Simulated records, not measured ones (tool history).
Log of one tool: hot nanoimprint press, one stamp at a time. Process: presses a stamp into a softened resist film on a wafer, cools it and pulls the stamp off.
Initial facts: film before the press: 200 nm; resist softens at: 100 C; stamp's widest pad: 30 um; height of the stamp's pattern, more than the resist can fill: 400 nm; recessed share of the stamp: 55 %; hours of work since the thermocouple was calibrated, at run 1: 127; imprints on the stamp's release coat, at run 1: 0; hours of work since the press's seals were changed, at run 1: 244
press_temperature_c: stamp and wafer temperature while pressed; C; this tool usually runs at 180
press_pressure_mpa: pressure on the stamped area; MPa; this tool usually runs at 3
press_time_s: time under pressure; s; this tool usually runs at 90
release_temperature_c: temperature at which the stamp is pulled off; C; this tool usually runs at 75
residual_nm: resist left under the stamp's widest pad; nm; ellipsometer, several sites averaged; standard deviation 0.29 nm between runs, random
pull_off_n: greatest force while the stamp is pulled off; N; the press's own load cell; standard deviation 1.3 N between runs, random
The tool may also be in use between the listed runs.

run    hour  press_temperature_c  press_pressure_mpa  press_time_s  release_temperature_c  hours of work since the thermocouple was calibrated  imprints on the stamp's release coat  hours of work since the press's seals were changed  residual_nm  pull_off_n
  1       0                  180                   3            90                     75                                                  127                                     0                                                 244        116.9         157
  2    84.4                  180                   3            90                     75                                                  162                                   209                                                 279          117         156
  3   129.1                  180                   3            90                     67                                                  181                                   320                                                 298        116.8         173
  4     175                  180                   3            90                     67                                                  200                                   433                                                 317        116.1         170
  5   249.4                  180                   3            90                     75                                                  231                                   617                                                 348        117.5         156
      287.7  -- stamp cleaned and given a new release coat
  6   297.2                  180                   3            90                     75                                                  249                                    24                                                 366        116.8         153
  7   344.1                  180                   3            90                     70                                                  268                                   140                                                 386          116         167
  8     393                  180                   3            90                     70                                                  289                                   261                                                 406        116.5         167
  9   449.2                  180                   3            90                     70                                                  312                                   400                                                 429        116.6         166
 10   493.4                  180                   3            90                     70                                                  331                                   510                                                 448        116.6         167
 11   539.4                  180                   3            90                     70                                                  350                                   623                                                 467        116.7         166
      574.6  -- stamp cleaned and given a new release coat
      639.7  -- plate thermocouple calibrated
 12   642.9                  180                   3            90                     70                                                    1                                   161                                                 507        116.7         168
 13   701.7                  180                   3            90                     70                                                   26                                   307                                                 531        116.8         167
 14   753.9                  170                2.18            90                     71                                                   48                                   436                                                 553        165.4         165
 15   819.7                  173                4.35            62                     74                                                   75                                   599                                                 581        140.7         160
      868.2  -- stamp cleaned and given a new release coat
 16   886.3                  191                3.51            60                     79                                                  101                                    45                                                 606         88.1         149
      938.8  -- press's hydraulic seals changed and the load cell set to zero
 17   977.7                  176                   3           159                     75                                                  135                                   251                                                  16        111.3         156
 18  1017.7                  175                   3           125                     75                                                  152                                   350                                                  33        124.3         158
 19    1073                  175                   3           125                     75                                                  175                                   487                                                  56        123.3         158
     1163.2  -- stamp cleaned and given a new release coat
 20  1163.2                  175                 2.2           177                     75                                                  211                                     0                                                  91        124.4         156
 21  1217.3                  184                2.55            53                     75                                                  233                                   133                                                 114        128.6         155
 22  1307.8                  180                2.92            83                     73                                                  271                                   357                                                 152        120.9         158
 23  1387.8                  180                4.56            77                     75                                                  304                                   555                                                 185        104.4         155

What differs in the tool's unlogged condition from the final listed run ahead of each entry between runs to the first listed run following it?
Logged between run 5 and run 6: stamp cleaned and given a new release coat (hour 287.7)
  true temperature over the reading, C: 0.02 -> 0.03; grip of the stamp's worn release coat, % over a new coat's: 0.2 -> 0
Logged between run 11 and run 12: stamp cleaned and given a new release coat (hour 574.6); plate thermocouple calibrated (hour 639.7)
  true temperature over the reading, C: 0.03 -> 0; pressure that arrives at the usual setting, %: 99.92 -> 99.91; grip of the stamp's worn release coat, % over a new coat's: 0.2 -> 0.1
Logged between run 15 and run 16: stamp cleaned and given a new release coat (hour 868.2)
  grip of the stamp's worn release coat, % over a new coat's: 0.2 -> 0
Logged between run 16 and run 17: press's hydraulic seals changed and the load cell set to zero (hour 938.8)
  true temperature over the reading, C: 0 -> 0.01; pressure that arrives at the usual setting, %: 99.9 -> 100; grip of the stamp's worn release coat, % over a new coat's: 0 -> 0.1
Logged between run 19 and run 20: stamp cleaned and given a new release coat (hour 1163.2)
  pressure that arrives at the usual setting, %: 100 -> 99.99; grip of the stamp's worn release coat, % over a new coat's: 0.2 -> 0

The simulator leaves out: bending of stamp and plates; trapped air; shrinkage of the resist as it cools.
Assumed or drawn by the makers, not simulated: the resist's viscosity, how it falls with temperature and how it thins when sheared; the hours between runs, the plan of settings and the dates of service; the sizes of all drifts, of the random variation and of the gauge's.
